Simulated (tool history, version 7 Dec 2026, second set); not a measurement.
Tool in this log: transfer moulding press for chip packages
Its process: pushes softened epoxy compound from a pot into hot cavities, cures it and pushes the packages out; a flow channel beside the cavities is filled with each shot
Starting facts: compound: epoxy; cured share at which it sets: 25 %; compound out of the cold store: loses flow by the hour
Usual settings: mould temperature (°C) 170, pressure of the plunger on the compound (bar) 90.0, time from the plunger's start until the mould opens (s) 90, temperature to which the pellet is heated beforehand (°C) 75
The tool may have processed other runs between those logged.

| run | day | mould temperature (°C) | pressure of the plunger on the compound (bar) | time from the plunger's start until the mould opens (s) | temperature to which the pellet is heated beforehand (°C) | incoming compound's hours out of the cold store | length that the compound runs in the flow channel (mm) | greatest force on the pins that push the packages out (N) |
|---|---|---|---|---|---|---|---|---|
| 1 | 0.000 | 170 | 90.0 | 90 | 75 | 29.5 | 586 | 583 |
| 2 | 0.250 | 170 | 90.0 | 90 | 75 | 22.2 | 612 | 674 |
| 3 | 0.650 | 170 | 70.3 | 90 | 75 | 23.3 | 531 | 778 |
| 4 | 0.892 | 170 | 70.3 | 90 | 75 | 25.5 | 532 | 852 |
| 5 | 1.212 | 170 | 84.9 | 90 | 75 | 44.7 | 531 | 846 |
| 6 | 1.462 | 170 | 90.0 | 90 | 75 | 41.9 | 548 | 893 |
| 7 | 1.817 | 174 | 90.0 | 90 | 75 | 11.6 | 633 | 804 |
| 8 | 2.108 | 174 | 90.0 | 90 | 75 | 19.9 | 598 | 857 |
| 9 | 2.450 | 170 | 90.0 | 90 | 75 | 25.6 | 587 | 1078 |
| 10 | 2.838 | 170 | 90.0 | 90 | 75 | 11.1 | 633 | 1149 |
| 11 | 3.225 | 170 | 90.0 | 90 | 75 | 17.6 | 614 | 1144 |
| 12 | 3.625 | 170 | 90.0 | 90 | 75 | 41.2 | 547 | 1105 |
| 13 | 3.925 | 173 | 99.5 | 71 | 74 | 38.8 | 578 | 1619 |
|  | 4.025 | mould's thermocouples calibrated |
|  | 4.246 | cavities cleaned with cleaning compound and waxed |
| 14 | 4.292 | 171 | 99.3 | 90 | 75 | 27.2 | 612 | 593 |
| 15 | 4.558 | 177 | 83.3 | 90 | 75 | 24.2 | 551 | 532 |
|  | 4.888 | mould's thermocouples calibrated, once more |
| 16 | 5.079 | 177 | 83.3 | 90 | 75 | 34.1 | 535 | 620 |
| 17 | 5.342 | 177 | 83.3 | 90 | 75 | 13.4 | 587 | 683 |
| 18 | 5.667 | 170 | 90.0 | 89 | 75 | 46.5 | 537 | 958 |
| 19 | 5.917 | 170 | 90.0 | 89 | 75 | 17.8 | 604 | 1018 |
| 20 | 6.171 | 170 | 90.0 | 89 | 75 | 43.9 | 533 | 1002 |
| 21 | 6.471 | 170 | 90.0 | 89 | 75 | 31.7 | 562 | 1070 |
| 22 | 6.792 | 173 | 105.5 | 109 | 75 | 38.4 | 585 | 754 |
| 23 | 6.996 | 173 | 102.9 | 109 | 71 | 14.7 | 652 | 751 |
| 24 | 7.408 | 167 | 98.3 | 109 | 66 | 37.9 | 579 | 955 |

Below are 3 alternative next runs, each starting from the tool's condition after run 24. Predict each:
| A | 7.829 | 170 | 79.9 | 94 | 66 | 9.8 | ? | ? |
| B | 7.829 | 170 | 70.2 | 82 | 75 | 33.6 | ? | ? |
| C | 7.829 | 167 | 71.4 | 109 | 66 | 22.2 | ? | ? |

| run | length that the compound runs in the flow channel (mm) | greatest force on the pins that push the packages out (N) |
|---|---|---|
| A | 590 | 1098 |
| B | 492 | 1360 |
| C | 523 | 969 |
The same runs, with their run-to-run variation unchanged, on a tool lacking any hidden condition would have given:
| run | length that the compound runs in the flow channel (mm) | greatest force on the pins that push the packages out (N) |
|---|---|---|
| A | 645 | 572 |
| B | 538 | 708 |
| C | 572 | 505 |
